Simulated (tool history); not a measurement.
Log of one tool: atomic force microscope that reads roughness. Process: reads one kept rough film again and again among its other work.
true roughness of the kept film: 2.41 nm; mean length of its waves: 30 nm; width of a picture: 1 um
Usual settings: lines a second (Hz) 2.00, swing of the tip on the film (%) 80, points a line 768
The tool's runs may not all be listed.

run	hour	lines a second (Hz)	swing of the tip on the film (%)	points a line	roughness of the kept film (nm (root mean square))
1	0.0	2.00	80	768	1.921
2	7.1	2.00	80	768	1.908
3	15.4	3.16	80	768	1.766
4	20.4	3.16	80	768	1.767
5	29.1	3.16	89	768	1.591
6	33.4	3.16	89	768	1.589
7	38.7	3.16	89	768	1.586
8	44.7	3.16	89	768	1.599
9	51.0	2.00	80	768	1.918
10	55.6	3.26	80	768	1.742
11	62.7	3.26	80	768	1.741
12	70.5	3.26	80	768	1.744
13	76.5	3.26	80	768	1.740
14	82.1	2.00	80	768	1.916
15	86.3	2.00	80	261	1.888
16	92.2	2.00	80	261	1.888
17	100.7	2.00	80	261	1.882
18	111.0	2.00	80	261	1.897
19	115.2	2.00	80	261	1.892
20	122.4	2.52	80	261	1.837
21	126.6	2.52	80	261	1.830
22	133.8	0.63	80	450	2.118
23	138.2	0.78	73	419	2.127
24	148.0	3.86	55	276	2.055
25	158.1	3.86	55	276	2.054
26	165.7	0.98	70	322	2.124
27	172.1	1.69	62	322	2.104
28	176.5	1.69	62	322	2.109
29	183.6	2.19	80	600	1.888
30	188.1	1.15	81	304	2.004
31	193.8	3.48	80	278	1.702
32	200.0	3.48	66	358	1.971
33	209.1	1.39	66	485	2.117
34	213.6	2.00	66	273	2.054
35	222.8	3.78	68	545	1.904
36	229.5	1.20	58	559	2.177
37	235.5	1.20	58	559	2.157
38	243.6	2.32	83	768	1.821
39	250.4	2.00	57	375	2.130
40	258.8	2.00	57	375	2.109
41	268.7	2.00	88	768	1.793
42	278.7	3.75	58	447	2.051

Taken out of this log: 2 entries between the listed runs. Where each belongs, and how the hidden state differs across it:
Between runs 17 and 18: new tip fitted (hour 109.2)
  radius of the tip, nm: 7.3 -> 7
Between runs 40 and 41: new tip fitted (hour 260.9)
  radius of the tip, nm: 7.3 -> 7
